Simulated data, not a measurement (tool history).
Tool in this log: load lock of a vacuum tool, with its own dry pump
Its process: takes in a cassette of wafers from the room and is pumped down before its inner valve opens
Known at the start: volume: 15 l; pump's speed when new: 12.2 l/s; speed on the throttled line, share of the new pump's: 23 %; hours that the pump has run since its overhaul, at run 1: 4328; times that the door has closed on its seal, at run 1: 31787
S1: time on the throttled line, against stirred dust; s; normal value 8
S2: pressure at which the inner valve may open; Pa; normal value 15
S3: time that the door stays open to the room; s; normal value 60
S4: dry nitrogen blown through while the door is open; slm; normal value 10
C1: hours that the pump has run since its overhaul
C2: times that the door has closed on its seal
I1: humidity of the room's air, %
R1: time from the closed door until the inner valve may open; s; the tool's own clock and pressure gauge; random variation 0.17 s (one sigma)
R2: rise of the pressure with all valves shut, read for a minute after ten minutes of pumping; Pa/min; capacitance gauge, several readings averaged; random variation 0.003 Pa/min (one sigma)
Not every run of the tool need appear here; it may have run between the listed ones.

{"run": 1, "hour": 0.0, "S1": 8, "S2": 15, "S3": 60, "S4": 10, "C1": 4328, "C2": 31787, "I1": 43.0, "R1": 18.1, "R2": 0.39}
{"run": 2, "hour": 68.6, "S1": 8, "S2": 15, "S3": 60, "S4": 10, "C1": 4396, "C2": 32019, "I1": 47.9, "R1": 18.0, "R2": 0.4}
{"run": 3, "hour": 160.1, "S1": 8, "S2": 15, "S3": 60, "S4": 10, "C1": 4488, "C2": 32327, "I1": 47.8, "R1": 17.8, "R2": 0.412}
{"run": 4, "hour": 251.9, "S1": 8, "S2": 15, "S3": 60, "S4": 10, "C1": 4580, "C2": 32637, "I1": 42.6, "R1": 18.1, "R2": 0.408}
{"run": 5, "hour": 315.2, "S1": 8, "S2": 15, "S3": 60, "S4": 20, "C1": 4643, "C2": 32850, "I1": 41.6, "R1": 18.1, "R2": 0.408}
{"run": 6, "hour": 377.9, "S1": 8, "S2": 15, "S3": 60, "S4": 20, "C1": 4706, "C2": 33062, "I1": 44.3, "R1": 18.1, "R2": 0.402}
{"run": 7, "hour": 483.8, "S1": 8, "S2": 15, "S3": 60, "S4": 20, "C1": 4812, "C2": 33419, "I1": 40.4, "R1": 18.1, "R2": 0.399}
{"run": 8, "hour": 571.7, "S1": 8, "S2": 15, "S3": 60, "S4": 10, "C1": 4900, "C2": 33715, "I1": 44.5, "R1": 18.2, "R2": 0.438}
{"run": 9, "hour": 678.8, "S1": 8, "S2": 15, "S3": 60, "S4": 31, "C1": 5007, "C2": 34077, "I1": 44.6, "R1": 18.3, "R2": 0.422}
{"run": 10, "hour": 736.3, "S1": 8, "S2": 15, "S3": 60, "S4": 31, "C1": 5064, "C2": 34271, "I1": 43.7, "R1": 17.8, "R2": 0.432}
{"run": 11, "hour": 815.0, "S1": 8, "S2": 15, "S3": 60, "S4": 31, "C1": 5143, "C2": 34536, "I1": 48.1, "R1": 18.2, "R2": 0.437}
{"run": 12, "hour": 862.5, "S1": 8, "S2": 15, "S3": 60, "S4": 31, "C1": 5190, "C2": 34696, "I1": 41.2, "R1": 18.2, "R2": 0.432}
{"run": 13, "hour": 922.7, "S1": 8, "S2": 15, "S3": 60, "S4": 31, "C1": 5250, "C2": 34899, "I1": 41.6, "R1": 18.3, "R2": 0.443}
{"run": 14, "hour": 993.5, "S1": 8, "S2": 15, "S3": 60, "S4": 10, "C1": 5321, "C2": 35138, "I1": 43.9, "R1": 18.0, "R2": 0.472}
{"run": 15, "hour": 1095.1, "S1": 7, "S2": 15, "S3": 60, "S4": 10, "C1": 5423, "C2": 35481, "I1": 46.1, "R1": 17.7, "R2": 0.472}
{"run": 16, "hour": 1193.0, "S1": 7, "S2": 15, "S3": 60, "S4": 10, "C1": 5521, "C2": 35811, "I1": 46.8, "R1": 17.6, "R2": 0.476}
{"run": 17, "hour": 1265.9, "S1": 7, "S2": 15, "S3": 60, "S4": 10, "C1": 5594, "C2": 36057, "I1": 42.6, "R1": 17.4, "R2": 0.471}
{"run": 18, "hour": 1352.0, "S1": 7, "S2": 15, "S3": 60, "S4": 10, "C1": 5680, "C2": 36347, "I1": 44.4, "R1": 17.3, "R2": 0.486}
{"run": 19, "hour": 1458.9, "S1": 8, "S2": 15, "S3": 46, "S4": 10, "C1": 5787, "C2": 36708, "I1": 42.0, "R1": 18.4, "R2": 0.485}
{"run": 20, "hour": 1561.9, "S1": 8, "S2": 15, "S3": 31, "S4": 9, "C1": 5890, "C2": 37055, "I1": 43.3, "R1": 18.2, "R2": 0.49}
{"run": 21, "hour": 1621.1, "S1": 8, "S2": 16, "S3": 49, "S4": 4, "C1": 5949, "C2": 37255, "I1": 49.0, "R1": 18.5, "R2": 0.515}
{"run": 22, "hour": 1677.2, "S1": 8, "S2": 16, "S3": 49, "S4": 8, "C1": 6005, "C2": 37444, "I1": 46.5, "R1": 18.2, "R2": 0.505}
{"run": 23, "hour": 1769.2, "S1": 8, "S2": 13, "S3": 202, "S4": 17, "C1": 6097, "C2": 37754, "I1": 42.7, "R1": 18.3, "R2": 0.552}
{"run": 24, "hour": 1874.4, "S1": 8, "S2": 15, "S3": 141, "S4": 10, "C1": 6202, "C2": 38109, "I1": 47.1, "R1": 18.4, "R2": 0.546}
{"run": 25, "hour": 1960.9, "S1": 16, "S2": 20, "S3": 29, "S4": 6, "C1": 6289, "C2": 38401, "I1": 47.0, "R1": 24.0, "R2": 0.524}
{"run": 26, "hour": 2056.6, "S1": 5, "S2": 10, "S3": 29, "S4": 6, "C1": 6384, "C2": 38723, "I1": 46.2, "R1": 16.8, "R2": 0.532}
{"run": 27, "hour": 2109.4, "S1": 5, "S2": 14, "S3": 133, "S4": 27, "C1": 6437, "C2": 38902, "I1": 43.0, "R1": 16.5, "R2": 0.54}
{"run": 28, "hour": 2191.7, "S1": 5, "S2": 14, "S3": 133, "S4": 27, "C1": 6519, "C2": 39179, "I1": 50.1, "R1": 16.0, "R2": 0.552}
{"run": 29, "hour": 2284.9, "S1": 5, "S2": 14, "S3": 133, "S4": 27, "C1": 6613, "C2": 39494, "I1": 47.3, "R1": 16.2, "R2": 0.557}
{"run": 30, "hour": 2390.5, "S1": 5, "S2": 14, "S3": 133, "S4": 27, "C1": 6718, "C2": 39850, "I1": 47.8, "R1": 16.3, "R2": 0.556}
{"run": 31, "hour": 2453.8, "S1": 8, "S2": 16, "S3": 63, "S4": 10, "C1": 6782, "C2": 40063, "I1": 45.1, "R1": 18.5, "R2": 0.573}
{"run": 32, "hour": 2554.5, "S1": 5, "S2": 11, "S3": 29, "S4": 7, "C1": 6882, "C2": 40403, "I1": 46.6, "R1": 16.6, "R2": 0.566}
{"run": 33, "hour": 2616.7, "S1": 4, "S2": 14, "S3": 52, "S4": 23, "C1": 6944, "C2": 40612, "I1": 43.8, "R1": 16.0, "R2": 0.564}
{"run": 34, "hour": 2721.4, "S1": 12, "S2": 15, "S3": 60, "S4": 10, "C1": 7049, "C2": 40966, "I1": 43.6, "R1": 21.4, "R2": 0.587}
{"run": 35, "hour": 2814.3, "S1": 9, "S2": 15, "S3": 60, "S4": 30, "C1": 7142, "C2": 41279, "I1": 45.6, "R1": 19.7, "R2": 0.575}
{"run": 36, "hour": 2918.8, "S1": 6, "S2": 22, "S3": 157, "S4": 25, "C1": 7247, "C2": 41631, "I1": 45.6, "R1": 16.3, "R2": 0.601}
{"run": 37, "hour": 2983.6, "S1": 14, "S2": 25, "S3": 73, "S4": 10, "C1": 7311, "C2": 41850, "I1": 48.4, "R1": 22.1, "R2": 0.611}

3 ways to go on from here, each from the tool as it stands after run 37. What would each give?
{"run": "A", "hour": 3041.0, "S1": 13, "S2": 15, "S3": 51, "S4": 9, "C1": 7369, "C2": 42043, "I1": 45.6, "R1": "?", "R2": "?"}
{"run": "B", "hour": 3041.0, "S1": 8, "S2": 15, "S3": 60, "S4": 10, "C1": 7369, "C2": 42043, "I1": 42.7, "R1": "?", "R2": "?"}
{"run": "C", "hour": 3041.0, "S1": 15, "S2": 13, "S3": 73, "S4": 44, "C1": 7369, "C2": 42043, "I1": 43.8, "R1": "?", "R2": "?"}

run=A R1=22.1 R2=0.608
run=B R1=18.5 R2=0.602
run=C R1=23.9 R2=0.597
What these runs would have given with no unlogged condition in the tool:
run=A R1=20.8 R2=0.043
run=B R1=17.0 R2=0.042
run=C R1=22.6 R2=0.028

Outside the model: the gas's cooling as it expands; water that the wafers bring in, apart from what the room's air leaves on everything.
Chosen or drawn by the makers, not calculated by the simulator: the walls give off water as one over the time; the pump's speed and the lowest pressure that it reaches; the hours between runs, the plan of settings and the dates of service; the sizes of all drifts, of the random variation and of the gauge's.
